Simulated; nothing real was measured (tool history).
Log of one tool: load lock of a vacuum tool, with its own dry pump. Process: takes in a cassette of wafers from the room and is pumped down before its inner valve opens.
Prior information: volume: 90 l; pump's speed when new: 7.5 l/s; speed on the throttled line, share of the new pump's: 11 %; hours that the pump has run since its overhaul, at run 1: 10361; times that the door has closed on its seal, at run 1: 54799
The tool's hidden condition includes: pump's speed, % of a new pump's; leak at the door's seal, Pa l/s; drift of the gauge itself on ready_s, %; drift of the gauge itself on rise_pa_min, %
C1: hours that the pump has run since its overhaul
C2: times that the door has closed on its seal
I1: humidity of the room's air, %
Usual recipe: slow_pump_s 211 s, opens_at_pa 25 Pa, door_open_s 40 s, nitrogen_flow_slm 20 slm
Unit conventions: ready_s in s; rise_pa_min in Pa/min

Run 1, hour 0.0: usual settings; C1 10361; C2 54799; I1 44.7. Result: ready_s 296.4 s, rise_pa_min 0.037 Pa/min.
Run 2, hour 171.9: usual settings but opens_at_pa 20 Pa; C1 10533; C2 55651; I1 47.1. Result: ready_s 291.7 s, rise_pa_min 0.033 Pa/min.
Run 3, hour 469.1: usual settings but opens_at_pa 20 Pa; C1 10830; C2 57123; I1 44.4. Result: ready_s 289.7 s, rise_pa_min 0.035 Pa/min.
Run 4, hour 668.7: usual settings but opens_at_pa 20 Pa; C1 11030; C2 58113; I1 44.8. Result: ready_s 293.1 s, rise_pa_min 0.028 Pa/min.
At hour 823.9: door's seal changed, seat wiped.
Run 5, hour 915.3: usual settings but opens_at_pa 20 Pa; C1 11275; C2 453; I1 44.8. Result: ready_s 296.2 s, rise_pa_min 0.035 Pa/min.
Run 6, hour 1088.6: usual settings but opens_at_pa 20 Pa; C1 11448; C2 1312; I1 44.7. Result: ready_s 290.0 s, rise_pa_min 0.030 Pa/min.
Run 7, hour 1288.6: usual settings but opens_at_pa 20 Pa; C1 11648; C2 2303; I1 43.4. Result: ready_s 291.0 s, rise_pa_min 0.030 Pa/min.
Run 8, hour 1417.5: usual settings but opens_at_pa 20 Pa; C1 11777; C2 2942; I1 43.7. Result: ready_s 289.1 s, rise_pa_min 0.031 Pa/min.
Run 9, hour 1587.5: usual settings but opens_at_pa 20 Pa; C1 11947; C2 3784; I1 44.0. Result: ready_s 288.8 s, rise_pa_min 0.030 Pa/min.
Run 10, hour 1811.6: usual settings but opens_at_pa 20 Pa; C1 12171; C2 4895; I1 49.4. Result: ready_s 289.2 s, rise_pa_min 0.033 Pa/min.
Run 11, hour 2033.4: usual settings; C1 12393; C2 5995; I1 41.4. Result: ready_s 290.7 s, rise_pa_min 0.026 Pa/min.
Run 12, hour 2332.7: usual settings but nitrogen_flow_slm 10 slm; C1 12692; C2 7478; I1 45.2. Result: ready_s 293.3 s, rise_pa_min 0.044 Pa/min.
Run 13, hour 2485.0: usual settings but nitrogen_flow_slm 10 slm; C1 12844; C2 8233; I1 44.6. Result: ready_s 290.0 s, rise_pa_min 0.042 Pa/min.
Run 14, hour 2634.2: usual settings but nitrogen_flow_slm 10 slm; C1 12994; C2 8972; I1 46.9. Result: ready_s 285.8 s, rise_pa_min 0.042 Pa/min.
Run 15, hour 2838.3: usual settings but nitrogen_flow_slm 10 slm; C1 13198; C2 9984; I1 45.7. Result: ready_s 290.6 s, rise_pa_min 0.040 Pa/min.
Run 16, hour 3035.9: usual settings; C1 13395; C2 10963; I1 44.0. Result: ready_s 288.5 s, rise_pa_min 0.035 Pa/min.
Run 17, hour 3272.4: usual settings but nitrogen_flow_slm 15 slm; C1 13632; C2 12136; I1 45.5. Result: ready_s 288.0 s, rise_pa_min 0.039 Pa/min.
Run 18, hour 3545.0: usual settings but nitrogen_flow_slm 15 slm; C1 13904; C2 13486; I1 46.0. Result: ready_s 290.5 s, rise_pa_min 0.035 Pa/min.
Run 19, hour 3749.3: usual settings but nitrogen_flow_slm 15 slm; C1 14109; C2 14499; I1 40.7. Result: ready_s 285.6 s, rise_pa_min 0.028 Pa/min.
Run 20, hour 3992.0: usual settings but slow_pump_s 136 s, door_open_s 221 s, nitrogen_flow_slm 17 slm; C1 14351; C2 15702; I1 44.4. Result: ready_s 221.0 s, rise_pa_min 0.067 Pa/min.
Run 21, hour 4284.0: usual settings but slow_pump_s 136 s, door_open_s 221 s, nitrogen_flow_slm 17 slm; C1 14643; C2 17149; I1 47.2. Result: ready_s 219.7 s, rise_pa_min 0.067 Pa/min.
Run 22, hour 4468.0: usual settings but nitrogen_flow_slm 18 slm; C1 14827; C2 18061; I1 44.5. Result: ready_s 287.3 s, rise_pa_min 0.030 Pa/min.
Run 23, hour 4718.9: usual settings but slow_pump_s 307 s, door_open_s 26 s, nitrogen_flow_slm 18 slm; C1 15078; C2 19305; I1 42.4. Result: ready_s 377.7 s, rise_pa_min 0.028 Pa/min.
Run 24, hour 4869.9: usual settings but slow_pump_s 162 s, opens_at_pa 49 Pa, door_open_s 26 s, nitrogen_flow_slm 18 slm; C1 15229; C2 20053; I1 47.8. Result: ready_s 236.1 s, rise_pa_min 0.032 Pa/min.
Run 25, hour 5116.9: usual settings but slow_pump_s 334 s, door_open_s 186 s; C1 15476; C2 21277; I1 46.4. Result: ready_s 398.5 s, rise_pa_min 0.054 Pa/min.
Run 26, hour 5344.3: usual settings but opens_at_pa 29 Pa; C1 15704; C2 22404; I1 44.6. Result: ready_s 288.0 s, rise_pa_min 0.037 Pa/min.
Run 27, hour 5606.7: usual settings but opens_at_pa 29 Pa; C1 15966; C2 23705; I1 45.4. Result: ready_s 284.2 s, rise_pa_min 0.030 Pa/min.
Run 28, hour 5883.1: usual settings but opens_at_pa 29 Pa, door_open_s 85 s; C1 16242; C2 25075; I1 42.9. Result: ready_s 287.5 s, rise_pa_min 0.041 Pa/min.
Run 29, hour 6182.2: usual settings but opens_at_pa 29 Pa, door_open_s 85 s; C1 16542; C2 26557; I1 45.1. Result: ready_s 287.0 s, rise_pa_min 0.042 Pa/min.
Run 30, hour 6315.2: usual settings but opens_at_pa 48 Pa, door_open_s 121 s, nitrogen_flow_slm 6 slm; C1 16675; C2 27217; I1 44.5. Result: ready_s 281.1 s, rise_pa_min 0.068 Pa/min.
Run 31, hour 6603.7: usual settings but door_open_s 63 s; C1 16963; C2 28647; I1 45.5. Result: ready_s 289.5 s, rise_pa_min 0.039 Pa/min.
Run 32, hour 6770.3: usual settings but opens_at_pa 38 Pa, nitrogen_flow_slm 11 slm; C1 17130; C2 29472; I1 43.5. Result: ready_s 283.5 s, rise_pa_min 0.042 Pa/min.
Run 33, hour 6933.9: usual settings but slow_pump_s 318 s, opens_at_pa 42 Pa, door_open_s 34 s, nitrogen_flow_slm 9 slm; C1 17293; C2 30283; I1 49.1. Result: ready_s 377.3 s, rise_pa_min 0.041 Pa/min.
Run 34, hour 7164.3: usual settings but slow_pump_s 318 s, opens_at_pa 42 Pa, door_open_s 34 s, nitrogen_flow_slm 9 slm; C1 17524; C2 31425; I1 48.3. Result: ready_s 379.9 s, rise_pa_min 0.039 Pa/min.
Run 35, hour 7364.6: usual settings but slow_pump_s 318 s, opens_at_pa 42 Pa, door_open_s 34 s, nitrogen_flow_slm 9 slm; C1 17724; C2 32418; I1 45.4. Result: ready_s 383.3 s, rise_pa_min 0.037 Pa/min.

Hidden condition of the tool, last listed run before each entry between runs versus first listed run after:
Logged between run 4 and run 5: door's seal changed, seat wiped (hour 823.9)
  leak at the door's seal, Pa l/s: 0.0035 -> 0.002
